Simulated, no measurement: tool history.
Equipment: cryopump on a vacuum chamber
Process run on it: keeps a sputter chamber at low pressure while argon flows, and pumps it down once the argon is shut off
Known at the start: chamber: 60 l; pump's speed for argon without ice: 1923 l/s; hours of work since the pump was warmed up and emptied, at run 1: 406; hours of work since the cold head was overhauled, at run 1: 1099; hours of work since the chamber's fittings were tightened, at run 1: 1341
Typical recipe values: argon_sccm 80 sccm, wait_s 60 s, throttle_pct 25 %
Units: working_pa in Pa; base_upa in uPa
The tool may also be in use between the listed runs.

| run | hour | argon_sccm | wait_s | throttle_pct | hours of work since the pump was warmed up and emptied | hours of work since the cold head was overhauled | hours of work since the chamber's fittings were tightened | working_pa | base_upa |
|---|---|---|---|---|---|---|---|---|---|
| 1 | 0 | 80 | 60 | 25 | 406 | 1099 | 1341 | 0.2979 | 2.46 |
| 2 | 54.2 | 80 | 60 | 25 | 435 | 1128 | 1370 | 0.2965 | 2.5 |
|  | 138.5 | leaking fittings of the chamber tightened, without venting |
| 3 | 168.8 | 80 | 60 | 25 | 495 | 1188 | 16 | 0.3004 | 0.66 |
| 4 | 215.2 | 80 | 212 | 25 | 519 | 1212 | 41 | 0.3009 | 0.39 |
| 5 | 316.8 | 80 | 212 | 25 | 573 | 1266 | 95 | 0.3053 | 0.44 |
|  | 386.4 | pump warmed up, emptied and cooled again |
| 6 | 417.8 | 80 | 212 | 25 | 17 | 1317 | 146 | 0.2838 | 0.46 |
| 7 | 530.3 | 80 | 21 | 25 | 76 | 1377 | 206 | 0.2847 | 1.66 |
| 8 | 631.7 | 80 | 60 | 47 | 130 | 1431 | 259 | 0.1547 | 0.92 |
| 9 | 699.3 | 80 | 60 | 47 | 166 | 1467 | 295 | 0.1558 | 0.93 |
| 10 | 802.9 | 80 | 60 | 47 | 221 | 1522 | 350 | 0.1583 | 1.04 |
| 11 | 868.6 | 80 | 60 | 47 | 256 | 1557 | 385 | 0.1597 | 1.1 |
| 12 | 948.6 | 80 | 60 | 25 | 299 | 1599 | 428 | 0.2933 | 1.21 |
| 13 | 1003.9 | 80 | 60 | 25 | 328 | 1629 | 457 | 0.2935 | 1.22 |
| 14 | 1102.9 | 80 | 60 | 25 | 381 | 1681 | 510 | 0.2971 | 1.35 |
| 15 | 1198.3 | 80 | 60 | 25 | 431 | 1732 | 560 | 0.2972 | 1.41 |
| 16 | 1281.6 | 80 | 60 | 25 | 476 | 1776 | 605 | 0.3013 | 1.53 |
| 17 | 1373.2 | 80 | 60 | 25 | 524 | 1825 | 653 | 0.3059 | 1.59 |
| 18 | 1468.6 | 80 | 60 | 25 | 575 | 1876 | 704 | 0.3078 | 1.75 |
|  | 1538.5 | pump warmed up, emptied and cooled again |
| 19 | 1545.5 | 60 | 23 | 25 | 4 | 1914 | 742 | 0.2123 | 2.11 |
| 20 | 1639.2 | 80 | 21 | 25 | 53 | 1964 | 792 | 0.2852 | 2.35 |
| 21 | 1730.3 | 107 | 142 | 24 | 102 | 2012 | 841 | 0.3991 | 1.34 |
| 22 | 1779.7 | 94 | 60 | 25 | 128 | 2038 | 867 | 0.3393 | 1.71 |
| 23 | 1846.4 | 46 | 262 | 32 | 164 | 2074 | 902 | 0.1302 | 1.44 |
| 24 | 1909 | 56 | 99 | 37 | 197 | 2107 | 935 | 0.1382 | 1.63 |
| 25 | 1973.1 | 80 | 197 | 29 | 231 | 2141 | 970 | 0.2541 | 1.52 |
| 26 | 2026.6 | 47 | 69 | 33 | 259 | 2170 | 998 | 0.1299 | 1.85 |
| 27 | 2099.4 | 88 | 60 | 25 | 298 | 2208 | 1037 | 0.3223 | 2.12 |

Run 28 has not been measured yet. What should we expect?
| 28 | 2193.1 | 88 | 60 | 25 | 348 | 2258 | 1086 | ? | ? |

working_pa: 0.3241 Pa
base_upa: 2.14 uPa
The same run, on a tool lacking any hidden state, would have yielded working_pa 0.3081 Pa, base_upa 0.58 uPa.
